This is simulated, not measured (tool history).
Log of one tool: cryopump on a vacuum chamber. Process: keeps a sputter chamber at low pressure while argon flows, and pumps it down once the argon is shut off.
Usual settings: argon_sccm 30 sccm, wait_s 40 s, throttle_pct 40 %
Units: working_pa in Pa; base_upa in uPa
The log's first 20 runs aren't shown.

run 21 hour=999.7 | argon_sccm=49 wait_s=40 throttle_pct=24 | working_pa=0.2548 base_upa=1.44
run 22 hour=1040 | argon_sccm=47 wait_s=183 throttle_pct=21 | working_pa=0.2797 base_upa=0.91
run 23 hour=1098.7 | argon_sccm=21 wait_s=72 throttle_pct=34 | working_pa=0.0799 base_upa=1.16
run 24 hour=1167.3 | argon_sccm=21 wait_s=72 throttle_pct=34 | working_pa=0.0792 base_upa=1.23
run 25 hour=1204.4 | argon_sccm=20 wait_s=32 throttle_pct=39 | working_pa=0.066 base_upa=1.72
run 26 hour=1244.5 | argon_sccm=20 wait_s=32 throttle_pct=39 | working_pa=0.0666 base_upa=1.72
run 27 hour=1290 | argon_sccm=20 wait_s=32 throttle_pct=39 | working_pa=0.0661 base_upa=1.72
run 28 hour=1361.8 | argon_sccm=20 wait_s=32 throttle_pct=39 | working_pa=0.0676 base_upa=1.82
run 29 hour=1402.8 | argon_sccm=12 wait_s=241 throttle_pct=15 | working_pa=0.1008 base_upa=1.04
run 30 hour=1454.3 | argon_sccm=48 wait_s=258 throttle_pct=15 | working_pa=0.4075 base_upa=1.09
run 31 hour=1486.1 | argon_sccm=34 wait_s=72 throttle_pct=26 | working_pa=0.1706 base_upa=1.36
run 32 hour=1552.7 | argon_sccm=30 wait_s=38 throttle_pct=17 | working_pa=0.2245 base_upa=1.74
run 33 hour=1582.6 | argon_sccm=23 wait_s=243 throttle_pct=17 | working_pa=0.1733 base_upa=1.14
run 34 hour=1615.4 | argon_sccm=23 wait_s=243 throttle_pct=17 | working_pa=0.1733 base_upa=1.17

Forecast each of these 3 alternatives for the next run:
run A hour=1664.3 | argon_sccm=27 wait_s=189 throttle_pct=40 | working_pa=? base_upa=?
run B hour=1664.3 | argon_sccm=23 wait_s=90 throttle_pct=17 | working_pa=? base_upa=?
run C hour=1664.3 | argon_sccm=30 wait_s=40 throttle_pct=16 | working_pa=? base_upa=?

run=A working_pa=0.0932 base_upa=1.21
run=B working_pa=0.1757 base_upa=1.41
run=C working_pa=0.2427 base_upa=1.79
Without the tool's hidden state the same runs would have given:
run=A working_pa=0.0825 base_upa=0.35
run=B working_pa=0.1665 base_upa=0.53
run=C working_pa=0.2308 base_upa=0.91
